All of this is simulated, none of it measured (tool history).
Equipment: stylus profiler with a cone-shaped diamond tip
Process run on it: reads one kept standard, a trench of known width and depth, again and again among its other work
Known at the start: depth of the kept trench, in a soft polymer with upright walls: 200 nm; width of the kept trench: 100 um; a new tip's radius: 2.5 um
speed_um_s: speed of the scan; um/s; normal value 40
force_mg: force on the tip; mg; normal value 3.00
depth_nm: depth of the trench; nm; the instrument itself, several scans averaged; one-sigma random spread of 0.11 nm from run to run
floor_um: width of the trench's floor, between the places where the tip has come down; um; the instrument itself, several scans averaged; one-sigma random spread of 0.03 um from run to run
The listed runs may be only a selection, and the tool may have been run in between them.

Run 1, hour 0.0: usual settings. Result: depth_nm 202.18 nm, floor_um 97.59 um.
Run 2, hour 84.8: usual settings but speed_um_s 20 um/s. Result: depth_nm 202.41 nm, floor_um 97.66 um.
Run 3, hour 165.2: usual settings but speed_um_s 13 um/s. Result: depth_nm 202.23 nm, floor_um 97.65 um.
Run 4, hour 251.9: usual settings but speed_um_s 13 um/s. Result: depth_nm 202.40 nm, floor_um 97.64 um.
Run 5, hour 320.1: usual settings but speed_um_s 13 um/s. Result: depth_nm 202.49 nm, floor_um 97.60 um.
Run 6, hour 386.6: usual settings but speed_um_s 13 um/s. Result: depth_nm 202.21 nm, floor_um 97.58 um.
Run 7, hour 469.7: usual settings but force_mg 7.59 mg. Result: depth_nm 204.96 nm, floor_um 97.58 um.
Run 8, hour 522.2: usual settings but force_mg 3.37 mg. Result: depth_nm 202.54 nm, floor_um 97.57 um.
Run 9, hour 608.8: usual settings but force_mg 2.67 mg. Result: depth_nm 201.95 nm, floor_um 97.58 um.
Run 10, hour 669.3: usual settings but speed_um_s 86 um/s. Result: depth_nm 202.14 nm, floor_um 97.45 um.
Run 11, hour 723.6: usual settings but speed_um_s 86 um/s. Result: depth_nm 201.95 nm, floor_um 97.40 um.
Run 12, hour 797.7: usual settings but force_mg 1.64 mg. Result: depth_nm 201.28 nm, floor_um 97.52 um.
Run 13, hour 885.5: usual settings but force_mg 1.64 mg. Result: depth_nm 201.04 nm, floor_um 97.51 um.
Run 14, hour 953.9: usual settings but force_mg 2.69 mg. Result: depth_nm 202.00 nm, floor_um 97.47 um.
Run 15, hour 1025.1: usual settings but force_mg 2.69 mg. Result: depth_nm 201.98 nm, floor_um 97.47 um.
Run 16, hour 1116.3: usual settings but force_mg 2.69 mg. Result: depth_nm 201.81 nm, floor_um 97.42 um.
Run 17, hour 1184.5: usual settings but force_mg 1.27 mg. Result: depth_nm 200.95 nm, floor_um 97.48 um.
Run 18, hour 1253.3: usual settings but speed_um_s 98 um/s, force_mg 2.08 mg. Result: depth_nm 201.35 nm, floor_um 97.30 um.
Run 19, hour 1311.5: usual settings but speed_um_s 49 um/s, force_mg 2.44 mg. Result: depth_nm 201.82 nm, floor_um 97.47 um.
Run 20, hour 1364.4: usual settings but speed_um_s 35 um/s, force_mg 2.77 mg. Result: depth_nm 201.80 nm, floor_um 97.44 um.
At hour 1436.1: height scale calibrated on a step standard.
Run 21, hour 1453.0: usual settings but speed_um_s 70 um/s, force_mg 1.95 mg. Result: depth_nm 201.95 nm, floor_um 97.30 um.
Run 22, hour 1505.1: usual settings but speed_um_s 24 um/s, force_mg 1.61 mg. Result: depth_nm 201.82 nm, floor_um 97.47 um.
Run 23, hour 1608.3: usual settings but speed_um_s 87 um/s, force_mg 3.07 mg. Result: depth_nm 202.99 nm, floor_um 97.33 um.
Run 24, hour 1667.4: usual settings but speed_um_s 87 um/s, force_mg 3.07 mg. Result: depth_nm 202.74 nm, floor_um 97.37 um.
Run 25, hour 1744.0: usual settings but speed_um_s 150 um/s, force_mg 5.63 mg. Result: depth_nm 204.32 nm, floor_um 97.27 um.
Run 26, hour 1795.4: usual settings but speed_um_s 80 um/s, force_mg 4.65 mg. Result: depth_nm 203.64 nm, floor_um 97.40 um.
Run 27, hour 1878.0: usual settings but speed_um_s 112 um/s, force_mg 3.55 mg. Result: depth_nm 203.23 nm, floor_um 97.22 um.
Run 28, hour 1933.0: usual settings but speed_um_s 112 um/s, force_mg 3.55 mg. Result: depth_nm 203.08 nm, floor_um 97.31 um.
Run 29, hour 2010.8: usual settings but speed_um_s 63 um/s, force_mg 3.13 mg. Result: depth_nm 202.80 nm, floor_um 97.33 um.
Run 30, hour 2110.0: usual settings but force_mg 1.29 mg. Result: depth_nm 201.34 nm, floor_um 97.36 um.
Run 31, hour 2201.4: usual settings but speed_um_s 34 um/s, force_mg 1.29 mg. Result: depth_nm 201.17 nm, floor_um 97.36 um.
Run 32, hour 2247.0: usual settings but speed_um_s 45 um/s, force_mg 1.31 mg. Result: depth_nm 201.33 nm, floor_um 97.31 um.
Run 33, hour 2297.6: usual settings but speed_um_s 13 um/s, force_mg 1.62 mg. Result: depth_nm 201.45 nm, floor_um 97.35 um.

Some steps in depth_nm between neighbouring runs. How much of each would the tool show without its hidden state too (settings, what came in, random variation), and how much is left for the hidden state, with any gauge scatter that isn't in both results?
Hidden state at play: radius of the tip, um; height scale over the true one, %; drift of the gauge itself on depth_nm, %; drift of the gauge itself on floor_um, %.
Run 6 -> 7: speed_um_s 13 -> 40, force_mg 3.00 -> 7.59. depth_nm +2.75 nm: hidden state -0.04, all else +2.79.
Run 7 -> 8: force_mg 7.59 -> 3.37. depth_nm -2.42 nm: hidden state -0.01, all else -2.41.
Run 12 -> 13: no setting changed, nothing entered. depth_nm -0.24 nm: hidden state -0.04, all else -0.20.
Run 20 -> 21: speed_um_s 35 -> 70, force_mg 2.77 -> 1.95, height scale calibrated on a step standard. depth_nm +0.15 nm: hidden state +0.92, all else -0.77.
Run 24 -> 25: speed_um_s 87 -> 150, force_mg 3.07 -> 5.63. depth_nm +1.58 nm: hidden state -0.03, all else +1.61.
